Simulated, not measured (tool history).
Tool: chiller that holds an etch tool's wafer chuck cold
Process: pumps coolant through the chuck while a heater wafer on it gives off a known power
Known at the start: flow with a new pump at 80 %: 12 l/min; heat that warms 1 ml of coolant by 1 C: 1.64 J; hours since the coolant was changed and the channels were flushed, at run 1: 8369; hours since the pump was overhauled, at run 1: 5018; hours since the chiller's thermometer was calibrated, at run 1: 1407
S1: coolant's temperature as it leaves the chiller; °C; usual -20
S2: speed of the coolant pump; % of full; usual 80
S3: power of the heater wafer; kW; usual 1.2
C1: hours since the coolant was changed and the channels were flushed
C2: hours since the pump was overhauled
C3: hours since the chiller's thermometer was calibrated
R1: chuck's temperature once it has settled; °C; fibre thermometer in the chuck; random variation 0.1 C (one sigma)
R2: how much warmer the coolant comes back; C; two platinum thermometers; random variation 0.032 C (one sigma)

run,hour,S1,S2,S3,C1,C2,C3,R1,R2
1,0,-20,80,1.2,8369,5018,1407,-9.1,3.99
2,111.9,-14,80,1.2,8481,5130,1519,-3.3,4.06
3,277.7,-30,80,1.2,8647,5296,1685,-19.3,3.98
4,444.3,-16,80,1.2,8814,5462,1852,-5.1,4.03
5,552.5,-20,67,1.2,8922,5570,1960,-7.9,4.87
6,698.9,-20,71,1.2,9068,5717,2106,-8.5,4.6
7,842.3,-20,71,1.2,9212,5860,2250,-8.2,4.66
8,945.2,-20,80,1.2,9314,5963,2353,-9.1,4.16
9,1062.1,-20,80,0.932,9431,6080,2470,-11.4,3.2
10,1193,-20,80,1.2,9562,6211,2600,-8.9,4.08
# hour 1267.2: coolant changed, channels flushed
11,1351.7,-20,80,1.2,84,6363,2753,-9.7,4.07
12,1442,-20,80,1.2,175,6454,2843,-9.6,4.12
13,1586.6,-20,66,1.2,319,6598,2988,-8.4,5.06
14,1679.1,-20,66,1.2,412,6691,3081,-8.3,5.04
15,1888,-20,66,1.2,621,6900,3289,-8.2,5.01
16,2086.5,-20,66,1.2,819,7098,3488,-8.2,5.08
17,2192.5,-12,80,1.2,925,7204,3594,-1.3,4.17
18,2284.3,-11,89,1.754,1017,7296,3686,3.4,5.4
19,2376.6,-26,80,1.2,1109,7388,3778,-15.5,4.17
20,2584.8,-26,80,1.2,1318,7597,3986,-15.1,4.25
21,2735.8,-20,94,1.349,1469,7748,4137,-9.2,3.97
22,2877.7,-20,94,1.349,1610,7890,4279,-9,4.01
23,3033.3,-20,94,1.349,1766,8045,4435,-9,4.03
24,3210.1,-21,66,0.916,1943,8222,4612,-11.5,3.91
25,3350.1,-26,77,0.621,2083,8362,4752,-20.2,2.3
26,3551.6,-27,77,1.212,2284,8563,4953,-15.7,4.48
27,3638.2,-27,77,1.212,2371,8650,5040,-15.6,4.48
28,3787.4,-10,86,1.2,2520,8799,5189,0.4,4.03
29,3953.8,-11,80,1.2,2687,8966,5355,-0.1,4.25
# hour 4055.8: chiller's thermometer calibrated
30,4126.3,-11,80,1.2,2858,9137,71,-0.5,4.28
31,4219.5,-14,80,0.807,2951,9230,164,-6.8,2.9
32,4328.6,-12,72,1.1,3060,9339,273,-1.9,4.41
33,4437.4,-20,80,0.663,3169,9448,382,-14.1,2.37

Forecast each of these 3 alternatives for the next run:
A,4547,-20,62,0.663,3279,9558,491,?,?
B,4547,-23,72,0.837,3279,9558,491,?,?
C,4547,-20,75,0.662,3279,9558,491,?,?

run,R1,R2
A,-13.1,3.13
B,-15,3.36
C,-13.8,2.51
Without the tool's hidden state the same runs would have given:
run,R1,R2
A,-14,2.65
B,-16.1,2.84
C,-14.7,2.12

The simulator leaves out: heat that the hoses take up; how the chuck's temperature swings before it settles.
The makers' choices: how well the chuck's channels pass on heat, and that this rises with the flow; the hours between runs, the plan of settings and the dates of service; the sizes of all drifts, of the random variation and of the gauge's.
